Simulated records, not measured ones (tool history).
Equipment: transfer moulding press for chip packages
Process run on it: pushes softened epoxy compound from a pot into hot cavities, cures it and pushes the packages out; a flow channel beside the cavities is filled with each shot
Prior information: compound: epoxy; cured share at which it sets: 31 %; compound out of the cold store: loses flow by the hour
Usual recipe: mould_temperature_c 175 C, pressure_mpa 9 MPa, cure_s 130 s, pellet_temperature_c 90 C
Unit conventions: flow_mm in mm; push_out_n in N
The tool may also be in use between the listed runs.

run	hour	mould_temperature_c	pressure_mpa	cure_s	pellet_temperature_c	incoming compound's hours out of the cold store	flow_mm	push_out_n
1	0	175	9	130	90	38.5	835	228
# hour 18.8: cavities cleaned with cleaning compound and waxed
2	30.6	175	9	130	90	9.4	1012	182
3	63.4	175	9	130	90	31	888	208
4	112.2	175	9	130	90	27.9	899	239
# hour 130.1: cavities cleaned with cleaning compound and waxed
5	162.4	175	9	130	86	35.8	846	215
6	210.2	175	9	130	86	30.4	863	240
# hour 240.2: cavities cleaned with cleaning compound and waxed
7	247.7	175	9	130	88	18.6	912	183
8	287.4	175	9	130	88	34.1	830	221
9	326.7	175	9	130	88	24.9	871	234
# hour 354.1: cavities cleaned with cleaning compound and waxed
10	371.9	175	9	130	88	21.8	883	203
11	400.7	175	9	130	88	9.9	945	226
# hour 432.6: plunger's sealing rings changed
12	457.1	175	10.3	130	90	45.7	880	238
# hour 466.1: cavities cleaned with cleaning compound and waxed
13	514.9	175	9	140	90	23.8	923	208
14	545.8	175	9	130	90	46.9	786	236
# hour 578.5: cavities cleaned with cleaning compound and waxed
15	606.1	174	8.19	130	90	34.9	815	203
16	635	174	8.19	130	90	35	807	233
17	678.3	174	8.19	130	90	24.3	855	252
# hour 688.6: cavities cleaned with cleaning compound and waxed
18	739.1	174	8.64	130	96	46.2	773	223
19	774	174	8.64	130	96	46.4	762	231
# hour 799.7: cavities cleaned with cleaning compound and waxed
20	819.3	175	9	115	99	9.4	973	205
21	861.8	175	10.55	117	87	10.1	1040	249
22	890.7	175	9.88	117	87	14.4	986	258
# hour 909: cavities cleaned with cleaning compound and waxed
23	936.6	175	9.88	117	87	23.1	921	215
# hour 944.7: mould's thermocouples calibrated
# hour 965.1: plunger's sealing rings changed
24	989.5	175	9.88	117	87	47.7	843	251
# hour 1025.8: cavities cleaned with cleaning compound and waxed
25	1037.6	175	9.88	117	87	8.4	1065	205
26	1092.8	175	9.88	117	87	9.2	1053	254

What does the tool deliver on the next run?
27	1129.2	175	9.88	117	87	9.5	?	?

{"run 27": {"flow_mm": 1042, "push_out_n": 276}}
If the tool had no hidden condition, the same run with the same run-to-run variation would have returned flow_mm 1065 mm, push_out_n 197 N.
